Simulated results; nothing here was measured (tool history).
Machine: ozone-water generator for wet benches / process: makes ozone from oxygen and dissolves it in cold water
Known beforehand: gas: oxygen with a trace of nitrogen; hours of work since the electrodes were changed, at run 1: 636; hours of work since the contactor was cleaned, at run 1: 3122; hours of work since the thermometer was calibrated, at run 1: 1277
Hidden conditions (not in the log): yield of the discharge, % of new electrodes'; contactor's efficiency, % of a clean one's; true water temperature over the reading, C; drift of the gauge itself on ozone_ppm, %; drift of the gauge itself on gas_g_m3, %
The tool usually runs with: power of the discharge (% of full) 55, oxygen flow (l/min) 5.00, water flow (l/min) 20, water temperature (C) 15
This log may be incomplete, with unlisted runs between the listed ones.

run   hour  power of the discharge (% of full)  oxygen flow (l/min)  water flow (l/min)  water temperature (C)  hours of work since the electrodes were changed  hours of work since the contactor was cleaned  hours of work since the thermometer was calibrated  dissolved ozone (ppm)  ozone in the gas ahead of the water (g/m3)
  1    0.0                                  55                 5.00                  20                     15                                              636                                           3122                                                1277                   19.2                                       235.1
  2   48.6                                  55                 5.00                  20                     15                                              685                                           3170                                                1325                   19.4                                       234.9
  3   97.2                                  55                 5.00                  20                     15                                              733                                           3218                                                1373                   19.2                                       234.2
  4  156.3                                  56                 5.00                  20                     15                                              792                                           3277                                                1432                   19.6                                       237.7
  5  194.8                                  55                 5.00                  13                     15                                              830                                           3316                                                1471                   28.7                                       233.8
  6  231.5                                  55                 5.00                  20                     15                                              867                                           3352                                                1507                   19.2                                       235.5
  7  263.1                                  55                 5.00                  20                     15                                              898                                           3384                                                1539                   19.3                                       236.7
  8  295.3                                  55                 5.00                  20                     15                                              930                                           3416                                                1571                   19.5                                       233.8
  9  329.3                                  55                 5.00                  20                     15                                              964                                           3450                                                1605                   19.3                                       236.6
 10  385.7                                  69                 3.80                  18                     15                                             1020                                           3506                                                1661                   25.2                                       322.5
 11  420.9                                  81                 5.00                  21                     15                                             1055                                           3541                                                1696                   24.0                                       297.6
 12  463.3                                  55                 8.89                  20                     15                                             1098                                           3583                                                1738                   17.8                                       157.1
 13  513.1                                  55                 8.89                  20                     15                                             1147                                           3633                                                1788                   17.6                                       159.8
 14  563.2                                  55                 4.50                  19                     15                                             1197                                           3683                                                1838                   20.6                                       252.1

Predict the results of run 15:
 15  626.1                                  50                 4.50                  19                     10                                             1260                                           3745                                                1900                      ?                                           ?

dissolved ozone (ppm): 20.6
ozone in the gas ahead of the water (g/m3): 239.3
Had the tool carried no hidden state, the very same run would have given dissolved ozone (ppm) 20.6, ozone in the gas ahead of the water (g/m3) 239.4.
